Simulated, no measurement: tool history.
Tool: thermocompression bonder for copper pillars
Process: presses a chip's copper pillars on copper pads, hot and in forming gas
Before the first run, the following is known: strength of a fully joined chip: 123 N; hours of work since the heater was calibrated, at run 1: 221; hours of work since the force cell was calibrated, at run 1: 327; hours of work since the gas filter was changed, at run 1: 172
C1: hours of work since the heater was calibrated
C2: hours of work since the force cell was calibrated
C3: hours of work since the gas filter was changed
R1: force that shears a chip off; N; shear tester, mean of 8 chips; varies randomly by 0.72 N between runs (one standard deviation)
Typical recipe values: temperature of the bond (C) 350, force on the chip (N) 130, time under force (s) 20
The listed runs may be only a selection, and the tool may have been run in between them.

{"run": 1, "day": 0.0, "temperature of the bond (C)": 350, "force on the chip (N)": 130, "time under force (s)": 20, "C1": 221, "C2": 327, "C3": 172, "R1": 50.0}
{"day": 0.921, "done": "forming gas filter changed"}
{"run": 2, "day": 0.921, "temperature of the bond (C)": 367, "force on the chip (N)": 130, "time under force (s)": 20, "C1": 234, "C2": 340, "C3": 0, "R1": 63.0}
{"run": 3, "day": 1.696, "temperature of the bond (C)": 367, "force on the chip (N)": 130, "time under force (s)": 20, "C1": 244, "C2": 351, "C3": 11, "R1": 64.0}
{"run": 4, "day": 2.1, "temperature of the bond (C)": 367, "force on the chip (N)": 130, "time under force (s)": 20, "C1": 250, "C2": 356, "C3": 16, "R1": 64.6}
{"run": 5, "day": 3.038, "temperature of the bond (C)": 367, "force on the chip (N)": 130, "time under force (s)": 20, "C1": 263, "C2": 369, "C3": 29, "R1": 63.4}
{"run": 6, "day": 3.904, "temperature of the bond (C)": 350, "force on the chip (N)": 130, "time under force (s)": 20, "C1": 275, "C2": 381, "C3": 42, "R1": 55.0}
{"run": 7, "day": 4.617, "temperature of the bond (C)": 350, "force on the chip (N)": 130, "time under force (s)": 20, "C1": 285, "C2": 391, "C3": 51, "R1": 55.6}
{"run": 8, "day": 5.404, "temperature of the bond (C)": 350, "force on the chip (N)": 130, "time under force (s)": 18, "C1": 296, "C2": 402, "C3": 62, "R1": 53.4}
{"run": 9, "day": 5.879, "temperature of the bond (C)": 350, "force on the chip (N)": 130, "time under force (s)": 18, "C1": 303, "C2": 409, "C3": 69, "R1": 54.3}
{"run": 10, "day": 6.65, "temperature of the bond (C)": 350, "force on the chip (N)": 130, "time under force (s)": 18, "C1": 313, "C2": 420, "C3": 80, "R1": 52.0}
{"run": 11, "day": 7.196, "temperature of the bond (C)": 350, "force on the chip (N)": 130, "time under force (s)": 18, "C1": 321, "C2": 427, "C3": 87, "R1": 52.0}
{"run": 12, "day": 8.05, "temperature of the bond (C)": 350, "force on the chip (N)": 130, "time under force (s)": 18, "C1": 333, "C2": 439, "C3": 99, "R1": 51.5}
{"run": 13, "day": 8.483, "temperature of the bond (C)": 350, "force on the chip (N)": 130, "time under force (s)": 18, "C1": 339, "C2": 445, "C3": 105, "R1": 51.2}
{"run": 14, "day": 9.033, "temperature of the bond (C)": 350, "force on the chip (N)": 130, "time under force (s)": 18, "C1": 346, "C2": 453, "C3": 113, "R1": 51.7}
{"run": 15, "day": 9.767, "temperature of the bond (C)": 350, "force on the chip (N)": 130, "time under force (s)": 18, "C1": 357, "C2": 463, "C3": 123, "R1": 52.0}
{"run": 16, "day": 10.612, "temperature of the bond (C)": 364, "force on the chip (N)": 130, "time under force (s)": 20, "C1": 368, "C2": 475, "C3": 135, "R1": 60.9}
{"run": 17, "day": 11.15, "temperature of the bond (C)": 364, "force on the chip (N)": 130, "time under force (s)": 20, "C1": 376, "C2": 482, "C3": 142, "R1": 61.0}
{"run": 18, "day": 11.733, "temperature of the bond (C)": 324, "force on the chip (N)": 130, "time under force (s)": 20, "C1": 384, "C2": 490, "C3": 150, "R1": 41.3}
{"run": 19, "day": 12.55, "temperature of the bond (C)": 324, "force on the chip (N)": 130, "time under force (s)": 16, "C1": 395, "C2": 502, "C3": 162, "R1": 37.3}
{"run": 20, "day": 13.162, "temperature of the bond (C)": 373, "force on the chip (N)": 130, "time under force (s)": 28, "C1": 404, "C2": 510, "C3": 170, "R1": 70.9}
{"run": 21, "day": 13.6, "temperature of the bond (C)": 350, "force on the chip (N)": 141, "time under force (s)": 20, "C1": 410, "C2": 516, "C3": 176, "R1": 57.4}
{"day": 14.221, "done": "forming gas filter changed"}
{"run": 22, "day": 14.283, "temperature of the bond (C)": 350, "force on the chip (N)": 134, "time under force (s)": 14, "C1": 419, "C2": 526, "C3": 1, "R1": 49.6}
{"run": 23, "day": 14.871, "temperature of the bond (C)": 372, "force on the chip (N)": 148, "time under force (s)": 10, "C1": 427, "C2": 534, "C3": 9, "R1": 59.0}
{"run": 24, "day": 15.808, "temperature of the bond (C)": 372, "force on the chip (N)": 148, "time under force (s)": 10, "C1": 440, "C2": 547, "C3": 22, "R1": 58.8}
{"run": 25, "day": 16.608, "temperature of the bond (C)": 375, "force on the chip (N)": 92, "time under force (s)": 12, "C1": 452, "C2": 558, "C3": 33, "R1": 45.8}
{"day": 16.754, "done": "force cell calibrated"}
{"run": 26, "day": 17.175, "temperature of the bond (C)": 362, "force on the chip (N)": 116, "time under force (s)": 20, "C1": 459, "C2": 6, "C3": 40, "R1": 58.3}
{"run": 27, "day": 17.8, "temperature of the bond (C)": 349, "force on the chip (N)": 155, "time under force (s)": 32, "C1": 467, "C2": 15, "C3": 49, "R1": 74.7}
{"day": 18.221, "done": "force cell calibrated, once more"}
{"run": 28, "day": 18.562, "temperature of the bond (C)": 349, "force on the chip (N)": 155, "time under force (s)": 32, "C1": 477, "C2": 5, "C3": 59, "R1": 72.8}
{"run": 29, "day": 19.292, "temperature of the bond (C)": 336, "force on the chip (N)": 98, "time under force (s)": 20, "C1": 487, "C2": 15, "C3": 69, "R1": 38.9}
{"run": 30, "day": 19.892, "temperature of the bond (C)": 336, "force on the chip (N)": 98, "time under force (s)": 20, "C1": 495, "C2": 23, "C3": 77, "R1": 38.1}
{"run": 31, "day": 20.542, "temperature of the bond (C)": 336, "force on the chip (N)": 98, "time under force (s)": 20, "C1": 505, "C2": 32, "C3": 86, "R1": 38.6}
{"run": 32, "day": 21.0, "temperature of the bond (C)": 350, "force on the chip (N)": 189, "time under force (s)": 32, "C1": 511, "C2": 39, "C3": 93, "R1": 82.4}
{"run": 33, "day": 21.379, "temperature of the bond (C)": 364, "force on the chip (N)": 130, "time under force (s)": 20, "C1": 516, "C2": 44, "C3": 98, "R1": 62.9}
{"run": 34, "day": 21.992, "temperature of the bond (C)": 346, "force on the chip (N)": 120, "time under force (s)": 33, "C1": 525, "C2": 52, "C3": 106, "R1": 58.8}
{"run": 35, "day": 22.588, "temperature of the bond (C)": 335, "force on the chip (N)": 120, "time under force (s)": 12, "C1": 533, "C2": 61, "C3": 115, "R1": 35.6}
{"run": 36, "day": 23.112, "temperature of the bond (C)": 355, "force on the chip (N)": 98, "time under force (s)": 28, "C1": 540, "C2": 68, "C3": 122, "R1": 52.4}
{"run": 37, "day": 23.5, "temperature of the bond (C)": 340, "force on the chip (N)": 98, "time under force (s)": 28, "C1": 546, "C2": 73, "C3": 127, "R1": 44.8}

Below, each run's measurement less what the same run would have read without the hidden state. Both values contain the same run-to-run variation, but the gauge's scatter may not be the same in both:
The hidden state here: true temperature of the bond over the reading, C; force that reaches the chip, % of what is set; oxide that the forming gas leaves, % of the face; drift of the gauge itself on shear_n, %.
run=1 R1=-1.7
run=2 R1=+2.6
run=3 R1=+2.5
run=4 R1=+2.4
run=5 R1=+2.2
run=6 R1=+2.0
run=7 R1=+1.9
run=8 R1=+1.8
run=9 R1=+1.7
run=10 R1=+1.6
run=11 R1=+1.5
run=12 R1=+1.3
run=13 R1=+1.3
run=14 R1=+1.3
run=15 R1=+1.0
run=16 R1=+0.7
run=17 R1=+0.5
run=18 R1=+1.1
run=19 R1=+1.0
run=20 R1=-0.6
run=21 R1=+0.3
run=22 R1=+3.9
run=23 R1=+4.0
run=24 R1=+3.8
run=25 R1=+3.1
run=26 R1=+3.9
run=27 R1=+4.3
run=28 R1=+3.1
run=29 R1=+2.5
run=30 R1=+2.4
run=31 R1=+2.4
run=32 R1=+2.0
run=33 R1=+2.3
run=34 R1=+2.4
run=35 R1=+2.0
run=36 R1=+2.1
run=37 R1=+2.1
